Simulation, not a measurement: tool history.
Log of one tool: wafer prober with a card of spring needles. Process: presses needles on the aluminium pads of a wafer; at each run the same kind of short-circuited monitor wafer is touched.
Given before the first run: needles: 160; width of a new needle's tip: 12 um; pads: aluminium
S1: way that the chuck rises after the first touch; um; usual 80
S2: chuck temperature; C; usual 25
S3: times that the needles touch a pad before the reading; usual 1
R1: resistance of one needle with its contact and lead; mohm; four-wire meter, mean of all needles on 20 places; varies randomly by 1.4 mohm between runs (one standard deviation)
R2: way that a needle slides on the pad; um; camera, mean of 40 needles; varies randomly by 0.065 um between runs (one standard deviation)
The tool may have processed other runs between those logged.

{"run": 1, "hour": 0.0, "S1": 80, "S2": 25, "S3": 1, "R1": 134, "R2": 16.18}
{"run": 2, "hour": 15.7, "S1": 80, "S2": 25, "S3": 1, "R1": 161, "R2": 16.22}
{"hour": 23.0, "done": "tips cleaned on abrasive film"}
{"run": 3, "hour": 30.2, "S1": 80, "S2": 25, "S3": 1, "R1": 138, "R2": 16.09}
{"run": 4, "hour": 48.3, "S1": 80, "S2": 25, "S3": 1, "R1": 166, "R2": 16.02}
{"hour": 53.1, "done": "tips cleaned on abrasive film"}
{"run": 5, "hour": 59.4, "S1": 80, "S2": 25, "S3": 1, "R1": 140, "R2": 16.11}
{"run": 6, "hour": 72.6, "S1": 80, "S2": 25, "S3": 1, "R1": 160, "R2": 16.29}
{"hour": 82.6, "done": "tips cleaned on abrasive film"}
{"run": 7, "hour": 89.9, "S1": 80, "S2": 25, "S3": 1, "R1": 137, "R2": 16.13}
{"run": 8, "hour": 99.0, "S1": 80, "S2": 25, "S3": 1, "R1": 156, "R2": 16}
{"run": 9, "hour": 107.2, "S1": 80, "S2": 25, "S3": 1, "R1": 162, "R2": 16.25}
{"hour": 111.7, "done": "tips cleaned on abrasive film"}
{"run": 10, "hour": 125.0, "S1": 80, "S2": 25, "S3": 1, "R1": 152, "R2": 16.25}
{"run": 11, "hour": 132.4, "S1": 80, "S2": 25, "S3": 3, "R1": 131, "R2": 16.11}
{"hour": 141.5, "done": "tips cleaned on abrasive film"}
{"run": 12, "hour": 144.4, "S1": 78, "S2": 25, "S3": 3, "R1": 118, "R2": 15.65}
{"run": 13, "hour": 158.9, "S1": 96, "S2": 25, "S3": 2, "R1": 139, "R2": 19.32}
{"hour": 171.6, "done": "tips cleaned on abrasive film"}
{"run": 14, "hour": 175.5, "S1": 80, "S2": 25, "S3": 2, "R1": 125, "R2": 16.01}
{"run": 15, "hour": 187.9, "S1": 71, "S2": 58, "S3": 1, "R1": 160, "R2": 14.17}
{"hour": 201.3, "done": "tips cleaned on abrasive film"}
{"run": 16, "hour": 204.2, "S1": 69, "S2": 79, "S3": 1, "R1": 141, "R2": 13.81}
{"run": 17, "hour": 221.4, "S1": 69, "S2": 79, "S3": 1, "R1": 173, "R2": 13.82}
{"hour": 230.9, "done": "tips cleaned on abrasive film"}
{"run": 18, "hour": 238.8, "S1": 80, "S2": 40, "S3": 2, "R1": 132, "R2": 16.01}
{"run": 19, "hour": 246.7, "S1": 64, "S2": 40, "S3": 2, "R1": 145, "R2": 12.82}
{"run": 20, "hour": 257.8, "S1": 64, "S2": 40, "S3": 2, "R1": 153, "R2": 12.81}
{"hour": 260.2, "done": "tips cleaned on abrasive film"}
{"run": 21, "hour": 268.5, "S1": 73, "S2": 41, "S3": 1, "R1": 143, "R2": 14.6}

Alternative continuations, all from the tool just after run 21; predict every row:
{"run": "A", "hour": 285.8, "S1": 80, "S2": 62, "S3": 1, "R1": "?", "R2": "?"}
{"run": "B", "hour": 285.8, "S1": 80, "S2": 25, "S3": 1, "R1": "?", "R2": "?"}
{"run": "C", "hour": 285.8, "S1": 70, "S2": 77, "S3": 2, "R1": "?", "R2": "?"}
{"run": "D", "hour": 285.8, "S1": 73, "S2": 54, "S3": 1, "R1": "?", "R2": "?"}

run=A R1=169 R2=15.99
run=B R1=166 R2=16.04
run=C R1=152 R2=13.88
run=D R1=171 R2=14.66
Had the tool no hidden state, the same runs would have come out as:
run=A R1=120 R2=16.31
run=B R1=116 R2=16.36
run=C R1=122 R2=14.19
run=D R1=121 R2=14.97
